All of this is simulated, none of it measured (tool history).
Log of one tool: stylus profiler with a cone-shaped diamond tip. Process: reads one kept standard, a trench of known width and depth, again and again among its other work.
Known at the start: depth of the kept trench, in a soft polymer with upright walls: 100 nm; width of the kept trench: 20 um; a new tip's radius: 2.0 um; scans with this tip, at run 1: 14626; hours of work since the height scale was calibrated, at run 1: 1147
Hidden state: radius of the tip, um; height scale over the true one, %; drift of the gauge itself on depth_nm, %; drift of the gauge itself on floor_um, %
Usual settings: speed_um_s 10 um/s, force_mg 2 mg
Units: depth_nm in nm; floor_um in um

run    hour  speed_um_s  force_mg  scans with this tip  hours of work since the height scale was calibrated  depth_nm  floor_um
  1       0          10         2                14626                                                 1147    100.54     18.15
  2    48.2          11         2                14877                                                 1167    100.62     18.07
  3    97.9          10      0.91                15136                                                 1187    100.18      18.1
  4   154.3          10      0.91                15429                                                 1210    100.01      18.1
  5   216.6          10      0.91                15753                                                 1236    100.06     18.06
  6   291.3          10      0.91                16142                                                 1266    100.06     18.04
  7     354          10         2                16469                                                 1292    100.48     18.09
  8     431          10         2                16869                                                 1323    100.55     18.07
  9   495.1           5         2                17203                                                 1349    100.55      18.1
 10   559.8           5         2                17539                                                 1376    100.47     18.02
 11   620.2          10         2                17854                                                 1400    100.42     18.05
 12   675.7          10         2                18142                                                 1423    100.38     18.05
 13   736.1          10         2                18457                                                 1448    100.44     18.02
 14     811          10         2                18847                                                 1478    100.46     17.97
 15   874.2          10         2                19176                                                 1504    100.42     18.01
 16   939.3          10         2                19514                                                 1531    100.37     17.96
        945  -- height scale calibrated on a step standard
 17   975.3          10      1.01                19699                                                   12     99.51     17.95
 18  1035.5          10      5.43                20012                                                   37     101.1     18.05
 19  1104.1           3      5.43                20369                                                   65    101.09     18.01
 20  1153.5           3      5.43                20626                                                   85    100.99     18.01
 21  1204.9           3      5.43                20894                                                  106    100.95     17.97
     1253.8  -- height scale calibrated on a step standard, once more
 22    1254           3      5.43                21147                                                    0     102.3     17.96
 23  1306.3           3      5.43                21419                                                   21    102.29     17.92
 24  1339.7           3      5.43                21593                                                   35    102.24     17.96
 25  1408.6          23       0.8                21951                                                   63     100.6     17.76
 26  1482.2          27      3.03                22334                                                   93    101.51     17.83
 27  1521.6          27      3.03                22539                                                  109    101.51     17.82
 28  1565.7          10      2.51                22769                                                  127    101.36     17.86
 29  1609.5          10      2.51                22997                                                  145    101.31     17.85
 30  1689.7           3      1.78                23414                                                  178       101     17.94
 31    1755           7      0.68                23754                                                  205     100.5     17.85
 32  1829.9          10      2.86                24144                                                  235    101.31     17.83
 33  1886.1           4       0.7                24436                                                  258    100.48     17.84
 34  1945.1           4       0.7                24743                                                  282    100.44     17.88
 35  2007.8           2      1.33                25070                                                  308    100.77     17.92
 36  2083.9           7      5.27                25466                                                  339    102.09     17.79
 37  2162.2           7      5.27                25874                                                  371    102.09     17.81
 38  2197.3           7      5.27                26056                                                  385    102.11     17.81
 39  2273.5          10       2.8                26452                                                  416    101.28     17.78
 40  2323.8          19      0.81                26714                                                  437    100.45     17.69
 41  2389.5          14      0.98                27056                                                  464    100.62     17.68
 42  2450.3           3      2.52                27373                                                  488    101.18     17.83
 43  2485.9          13      1.56                27558                                                  503    100.86     17.74
 44  2568.5           6      0.94                27988                                                  537    100.41     17.71
 45  2618.8          10      2.32                28249                                                  557    101.04     17.75
 46  2685.4          10      2.32                28596                                                  584    101.07     17.75

Some steps in depth_nm between neighbouring runs. How much of each would the tool show without its hidden state too (settings, what came in, random variation), and how much is left for the hidden state, with any gauge scatter that isn't in both results?
Run 16 -> 17: force_mg 2 -> 1.01, height scale calibrated on a step standard. depth_nm -0.86 nm: hidden state -0.45, all else -0.41.
Run 17 -> 18: force_mg 1.01 -> 5.43. depth_nm +1.59 nm: hidden state -0.03, all else +1.62.
Run 21 -> 22: height scale calibrated on a step standard, once more. depth_nm +1.35 nm: hidden state +1.28, all else +0.07.
Run 24 -> 25: speed_um_s 3 -> 23, force_mg 5.43 -> 0.8. depth_nm -1.64 nm: hidden state -0.02, all else -1.62.
